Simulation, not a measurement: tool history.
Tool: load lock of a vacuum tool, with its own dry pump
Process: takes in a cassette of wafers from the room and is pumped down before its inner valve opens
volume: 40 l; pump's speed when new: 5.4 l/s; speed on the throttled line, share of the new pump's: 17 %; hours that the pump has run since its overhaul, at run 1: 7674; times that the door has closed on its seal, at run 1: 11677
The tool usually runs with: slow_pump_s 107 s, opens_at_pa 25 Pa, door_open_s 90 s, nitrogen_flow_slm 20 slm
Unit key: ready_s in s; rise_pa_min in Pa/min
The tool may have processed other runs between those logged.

run      day  slow_pump_s  opens_at_pa  door_open_s  nitrogen_flow_slm  hours that the pump has run since its overhaul  times that the door has closed on its seal  incoming humidity of the room's air, %  ready_s  rise_pa_min
  1        0          107           25           90                 20                                            7674                                       11677                                    46.7    156.3        0.067
  2   12.779          107           25           90                 20                                            7981                                       12520                                    47.6    155.7        0.067
  3   26.275          107           25           90                 20                                            8305                                       13410                                      43      156        0.073
  4   35.771          107           25           90                 42                                            8533                                       14037                                    47.8    156.3        0.063
  5   49.429          107           25           90                 42                                            8861                                       14938                                    44.8    156.6        0.069
  6   57.788          107           25           90                 42                                            9061                                       15490                                    44.1    156.7        0.064
  7    65.25          107           20           90                 42                                            9240                                       15982                                    45.1    158.4        0.063
  8    75.05          107           20           90                 42                                            9475                                       16628                                    42.8    159.6        0.067
  9   82.058          107           20           90                 42                                            9644                                       17091                                      44    159.3        0.062
 10   92.533          107           20           90                 42                                            9895                                       17782                                    47.8    158.4        0.072
 11   98.212           58           25           90                 20                                           10031                                       18156                                    45.3    117.9        0.084
 12  110.625          107           25           90                 20                                           10329                                       18975                                    42.9    157.5        0.083
 13  118.325          107           25           90                 20                                           10514                                       19483                                    45.2    158.3        0.089
 14  123.888          107           25           90                 20                                           10648                                       19850                                    44.6    157.9        0.085
 15    137.2          119           23          133                  7                                           10967                                       20729                                    43.9    168.6        0.109
 16  145.171          107           25           74                 23                                           11158                                       21255                                      43    158.6         0.08
     155.533  -- dry pump taken out, an overhauled one fitted
 17   158.75          200           25          158                 30                                              77                                       22134                                    47.8    228.2        0.107
 18  166.225           98           25          195                 30                                             257                                       22627                                    43.1    142.7          0.1
 19  173.767          130           41           90                 20                                             438                                       23125                                    45.5      166        0.097
 20  186.383          130           41           90                 20                                             740                                       23957                                    42.7    166.3        0.098
 21  199.854          130           41           90                 20                                            1064                                       24846                                    44.7    165.7        0.103
 22  207.896          191           29          145                  7                                            1257                                       25376                                    44.9    219.7         0.13
 23  213.921           81           29          145                 18                                            1401                                       25774                                    47.5    128.5        0.125
 24  224.592          107           48           52                 20                                            1657                                       26478                                    45.2    146.3        0.099
 25  235.979          107           19           52                  5                                            1931                                       27229                                      43    153.8        0.106

5 ways to go on from here, each from the tool as it stands after run 25. What would each give?
  A  248.438          107           19           97                  5                                            2230                                       28051                                    46.3        ?            ?
  B  248.438          109           25          140                 20                                            2230                                       28051                                    44.9        ?            ?
  C  248.438          116           39           29                  5                                            2230                                       28051                                    44.4        ?            ?
  D  248.438          169           25          117                 20                                            2230                                       28051                                    46.1        ?            ?
  E  248.438           89           27           90                 20                                            2230                                       28051                                    45.8        ?            ?

run  ready_s  rise_pa_min
  A    153.7        0.134
  B    153.1        0.123
  C    155.3        0.099
  D      203        0.119
  E    135.5        0.111
Take away the tool's hidden state, keep each run's random variation, and the runs would have read:
run  ready_s  rise_pa_min
  A    152.5        0.065
  B    151.8        0.054
  C    154.3         0.03
  D    202.1        0.051
  E    134.4        0.041

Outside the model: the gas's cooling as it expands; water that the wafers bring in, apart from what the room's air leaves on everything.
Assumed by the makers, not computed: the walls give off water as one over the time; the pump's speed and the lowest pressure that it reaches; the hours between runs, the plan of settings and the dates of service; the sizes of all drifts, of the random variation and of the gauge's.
